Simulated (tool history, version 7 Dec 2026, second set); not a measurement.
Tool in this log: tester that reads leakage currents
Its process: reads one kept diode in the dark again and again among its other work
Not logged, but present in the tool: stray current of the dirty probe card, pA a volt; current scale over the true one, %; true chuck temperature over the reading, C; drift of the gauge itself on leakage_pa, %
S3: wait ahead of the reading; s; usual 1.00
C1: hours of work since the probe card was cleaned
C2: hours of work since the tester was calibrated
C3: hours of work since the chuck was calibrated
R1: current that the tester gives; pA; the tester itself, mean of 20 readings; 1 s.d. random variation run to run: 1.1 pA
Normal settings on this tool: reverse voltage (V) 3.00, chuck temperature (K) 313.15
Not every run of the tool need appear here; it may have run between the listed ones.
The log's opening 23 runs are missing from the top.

Run 24, day 20.662: usual settings but reverse voltage (V) 2.26, chuck temperature (K) 329.15, S3 0.68 s; C1 1070; C2 314; C3 690. Result: R1 1096.42 pA.
Run 25, day 21.592: usual settings but reverse voltage (V) 17.82, S3 0.33 s; C1 1081; C2 325; C3 701. Result: R1 841.91 pA.
Run 26, day 22.783: usual settings but reverse voltage (V) 17.82, S3 0.33 s; C1 1095; C2 339; C3 715. Result: R1 844.24 pA.
Run 27, day 23.396: usual settings but reverse voltage (V) 17.82, S3 0.33 s; C1 1103; C2 346; C3 722. Result: R1 846.48 pA.
Run 28, day 24.579: usual settings but reverse voltage (V) 17.82, S3 0.33 s; C1 1117; C2 360; C3 736. Result: R1 847.88 pA.
Run 29, day 25.600: usual settings but reverse voltage (V) 17.82, S3 0.65 s; C1 1129; C2 372; C3 749. Result: R1 845.58 pA.
Run 30, day 26.512: usual settings but reverse voltage (V) 14.17, chuck temperature (K) 315.15, S3 0.41 s; C1 1139; C2 383; C3 759. Result: R1 890.72 pA.
Run 31, day 27.554: usual settings but reverse voltage (V) 14.17, chuck temperature (K) 315.15, S3 0.41 s; C1 1152; C2 396; C3 772. Result: R1 885.68 pA.
Run 32, day 28.425: usual settings but reverse voltage (V) 2.64, chuck temperature (K) 295.15, S3 2.07 s; C1 1162; C2 406; C3 782. Result: R1 89.83 pA.
Run 33, day 29.317: usual settings but S3 0.67 s; C1 1173; C2 416; C3 793. Result: R1 396.89 pA.
Run 34, day 30.129: usual settings but S3 0.31 s; C1 1182; C2 426; C3 802. Result: R1 395.53 pA.
Run 35, day 30.925: usual settings but reverse voltage (V) 2.57, S3 0.31 s; C1 1192; C2 436; C3 812. Result: R1 369.90 pA.
Run 36, day 31.521: usual settings but chuck temperature (K) 295.15, S3 0.60 s; C1 1199; C2 443; C3 819. Result: R1 95.39 pA.
Run 37, day 32.562: usual settings but reverse voltage (V) 1.99, chuck temperature (K) 328.15, S3 0.60 s; C1 1211; C2 455; C3 831. Result: R1 967.92 pA.
Run 38, day 33.083: usual settings but reverse voltage (V) 1.99, chuck temperature (K) 328.15, S3 0.60 s; C1 1217; C2 461; C3 837. Result: R1 968.68 pA.
Run 39, day 34.142: usual settings but chuck temperature (K) 329.15, S3 3.13 s; C1 1230; C2 474; C3 850. Result: R1 1235.07 pA.
Run 40, day 35.062: usual settings but reverse voltage (V) 9.59, chuck temperature (K) 304.15, S3 0.80 s; C1 1241; C2 484; C3 861. Result: R1 323.72 pA.

What if the next run were any one of these 3? Each begins from the tool's condition after run 40:
Run A, day 35.733: usual settings but reverse voltage (V) 2.59, chuck temperature (K) 312.15, S3 1.18 s; C1 1249; C2 492; C3 869. Result: R1 ?.
Run B, day 35.733: usual settings but reverse voltage (V) 9.59, chuck temperature (K) 293.15, S3 0.80 s; C1 1249; C2 492; C3 869. Result: R1 ?.
Run C, day 35.733: usual settings but S3 6.24 s; C1 1249; C2 492; C3 869. Result: R1 ?.

run      R1
  A  345.96
  B  132.35
  C  396.12
With no hidden state in the tool, these same runs would have given:
run      R1
  A  346.06
  B  132.31
  C  396.24
